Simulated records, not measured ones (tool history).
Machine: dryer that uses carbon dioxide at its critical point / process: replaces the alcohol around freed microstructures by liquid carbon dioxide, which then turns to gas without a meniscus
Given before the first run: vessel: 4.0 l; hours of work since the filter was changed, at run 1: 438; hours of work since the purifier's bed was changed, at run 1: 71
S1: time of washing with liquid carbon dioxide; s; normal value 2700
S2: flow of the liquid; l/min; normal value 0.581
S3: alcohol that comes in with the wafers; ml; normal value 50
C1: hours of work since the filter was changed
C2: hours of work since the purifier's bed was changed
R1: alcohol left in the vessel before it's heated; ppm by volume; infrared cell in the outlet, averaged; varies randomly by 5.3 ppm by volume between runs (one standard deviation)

| run | day | S1 | S2 | S3 | C1 | C2 | R1 |
|---|---|---|---|---|---|---|---|
| 1 | 0 | 2700 | 0.581 | 50 | 438 | 71 | 268 |
| 2 | 1.4 | 2700 | 0.581 | 50 | 459 | 92 | 272 |
|  | 2.312 | inlet filter changed |
| 3 | 3.104 | 2700 | 0.581 | 50 | 12 | 118 | 175 |
| 4 | 4.508 | 2700 | 0.581 | 50 | 33 | 139 | 188 |
| 5 | 5.975 | 2700 | 0.581 | 50 | 56 | 161 | 197 |
| 6 | 7.3 | 2700 | 0.581 | 50 | 76 | 181 | 221 |
| 7 | 8.333 | 2700 | 0.581 | 50 | 92 | 197 | 224 |
| 8 | 9.708 | 3360 | 0.581 | 50 | 113 | 218 | 134 |
| 9 | 10.704 | 2700 | 0.865 | 50 | 128 | 233 | 115 |
| 10 | 12.154 | 2700 | 0.865 | 50 | 150 | 255 | 118 |
| 11 | 13.292 | 2700 | 0.865 | 50 | 167 | 273 | 120 |
| 12 | 14.8 | 2700 | 0.581 | 50 | 190 | 296 | 287 |
| 13 | 16.008 | 2700 | 0.581 | 50 | 208 | 314 | 302 |
| 14 | 17.317 | 2700 | 0.581 | 50 | 228 | 334 | 300 |
| 15 | 18.762 | 3120 | 0.581 | 50 | 250 | 356 | 233 |
| 16 | 20.146 | 3120 | 0.581 | 50 | 271 | 377 | 236 |
| 17 | 21.346 | 2700 | 0.581 | 50 | 290 | 395 | 338 |
| 18 | 22.925 | 2700 | 0.581 | 35 | 314 | 419 | 307 |
| 19 | 23.971 | 2700 | 0.581 | 35 | 330 | 435 | 307 |
| 20 | 25.042 | 2700 | 0.581 | 35 | 346 | 451 | 332 |
| 21 | 26.188 | 2700 | 0.581 | 35 | 363 | 469 | 324 |
| 22 | 27.65 | 2700 | 0.581 | 35 | 386 | 491 | 349 |
| 23 | 28.546 | 2700 | 0.581 | 35 | 399 | 505 | 353 |
| 24 | 29.458 | 2160 | 0.684 | 39 | 413 | 519 | 427 |
| 25 | 31.242 | 2160 | 0.684 | 39 | 440 | 546 | 434 |
| 26 | 32.929 | 3000 | 0.423 | 82 | 466 | 571 | 1186 |
|  | 33.583 | inlet filter changed |
| 27 | 34.042 | 3000 | 0.423 | 82 | 7 | 588 | 777 |
| 28 | 35.467 | 1800 | 0.41 | 26 | 29 | 609 | 1050 |
| 29 | 37.3 | 3480 | 0.581 | 103 | 57 | 637 | 325 |
| 30 | 38.571 | 2760 | 0.962 | 40 | 76 | 657 | 256 |
|  | 39.067 | purifier's bed changed |
| 31 | 39.546 | 2760 | 0.962 | 40 | 89 | 7 | 4 |
| 32 | 40.754 | 2280 | 0.378 | 50 | 107 | 26 | 1206 |
| 33 | 42.542 | 2700 | 0.536 | 49 | 134 | 53 | 238 |
| 34 | 43.642 | 3480 | 0.581 | 49 | 151 | 70 | 74 |
| 35 | 44.7 | 3480 | 0.581 | 49 | 167 | 86 | 78 |
| 36 | 46.042 | 2700 | 0.783 | 50 | 188 | 106 | 80 |
| 37 | 47.771 | 2940 | 0.438 | 29 | 214 | 132 | 290 |
| 38 | 48.971 | 3840 | 0.419 | 108 | 232 | 151 | 443 |
| 39 | 50.442 | 4320 | 0.683 | 70 | 255 | 173 | 65 |
| 40 | 51.912 | 3420 | 0.737 | 34 | 277 | 196 | 83 |
| 41 | 53.7 | 3420 | 0.737 | 34 | 304 | 223 | 104 |
| 42 | 55.25 | 2700 | 0.508 | 40 | 328 | 246 | 390 |
| 43 | 56.446 | 3360 | 0.731 | 39 | 346 | 264 | 118 |
| 44 | 57.821 | 3360 | 0.731 | 39 | 367 | 285 | 131 |
| 45 | 58.704 | 3000 | 0.581 | 31 | 380 | 299 | 210 |
| 46 | 60.217 | 2700 | 0.384 | 94 | 403 | 322 | 1926 |

Hidden state at the last listed run before each entry between runs and at the first one after, where it differs:
Runs 2 to 3: inlet filter changed (day 2.312)
  flow that reaches the vessel past the clogged filter, %: 85.1 -> 99.5; alcohol in the recycled carbon dioxide, ppm: 39.2 -> 49
  difference, measured minus the result without the unlogged condition, R1: +149 -> +46 ppm by volume
Runs 26 to 27: inlet filter changed (day 33.583)
  flow that reaches the vessel past the clogged filter, %: 83.9 -> 99.7; alcohol in the recycled carbon dioxide, ppm: 219.3 -> 225.9
  difference, measured minus the result without the unlogged condition, R1: +640 -> +230 ppm by volume
Runs 30 to 31: purifier's bed changed (day 39.067)
  flow that reaches the vessel past the clogged filter, %: 97.2 -> 96.8; alcohol in the recycled carbon dioxide, ppm: 250.7 -> 8.1
  difference, measured minus the result without the unlogged condition, R1: +251 -> +4 ppm by volume
